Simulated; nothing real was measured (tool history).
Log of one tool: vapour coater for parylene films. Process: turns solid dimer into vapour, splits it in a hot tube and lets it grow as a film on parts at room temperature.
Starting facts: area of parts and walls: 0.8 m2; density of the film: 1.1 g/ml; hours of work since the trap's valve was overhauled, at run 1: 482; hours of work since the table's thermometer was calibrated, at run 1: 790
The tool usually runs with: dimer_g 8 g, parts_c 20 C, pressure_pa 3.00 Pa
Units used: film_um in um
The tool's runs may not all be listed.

run,hour,dimer_g,parts_c,pressure_pa,hours of work since the trap's valve was overhauled,hours of work since the table's thermometer was calibrated,film_um
1,0.0,8,20,3.00,482,790,6.38
2,27.9,8,20,3.00,501,809,6.44
3,42.7,8,28,3.00,511,819,5.59
4,72.4,8,28,3.00,532,840,5.56
5,86.6,8,20,3.22,542,850,6.31
6,100.0,8,20,3.22,551,859,6.28
7,124.1,8,20,3.22,568,876,6.12
8,143.3,5,27,10.07,581,889,2.80
9,164.9,5,27,10.07,596,904,2.76
# hour 177.9: trap's valve overhauled
10,182.6,8,23,5.76,3,913,5.84
11,210.6,7,20,7.05,23,933,5.18
12,240.3,9,20,9.60,43,953,6.28
13,260.4,9,20,9.60,57,967,6.16

5 options for the next run, each taken on its own from the tool as it stands now. Forecast them:
A,278.0,4,16,3.94,69,979,?
B,278.0,9,20,11.33,69,979,?
C,278.0,9,20,6.90,69,979,?
D,278.0,8,22,3.00,69,979,?
E,278.0,9,20,4.11,69,979,?

run,film_um
A,3.49
B,6.16
C,6.67
D,6.69
E,7.24
Without the tool's unlogged condition, the same runs would have read:
run,film_um
A,3.55
B,6.27
C,6.79
D,6.82
E,7.37
